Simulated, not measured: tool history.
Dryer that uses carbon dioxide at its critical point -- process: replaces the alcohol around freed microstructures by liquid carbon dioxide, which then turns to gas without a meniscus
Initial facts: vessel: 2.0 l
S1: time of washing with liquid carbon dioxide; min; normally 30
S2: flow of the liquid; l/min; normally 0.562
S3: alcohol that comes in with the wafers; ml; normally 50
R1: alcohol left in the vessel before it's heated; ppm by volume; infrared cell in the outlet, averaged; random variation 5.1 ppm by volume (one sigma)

run,hour,S1,S2,S3,R1
1,0.0,30,0.562,50,245
2,8.2,30,0.562,50,244
3,14.2,20,0.562,50,981
4,28.2,37,0.562,50,138
5,42.3,33,0.562,50,191
6,54.3,30,0.562,50,273
7,62.6,30,0.562,50,285
8,71.2,41,0.562,50,124
9,81.1,41,0.562,50,130
# hour 87.5: inlet filter changed
10,91.2,38,0.549,26,103
11,105.3,38,0.549,80,129
12,113.8,38,0.549,80,138
13,124.1,38,0.549,80,139
14,137.8,38,0.904,59,110
15,146.1,38,0.565,59,135
16,155.3,28,0.358,55,1079
17,169.6,19,0.563,55,835

Below are 4 alternative next runs, each starting from the tool's condition after run 17. Predict each:
A,182.1,26,0.591,56,?
B,182.1,19,0.825,28,?
C,182.1,33,0.563,29,?
D,182.1,24,0.824,20,?

run,R1
A,268
B,176
C,145
D,128
Had the tool no hidden state, the same runs would have come out as:
run,R1
A,132
B,57
C,27
D,17
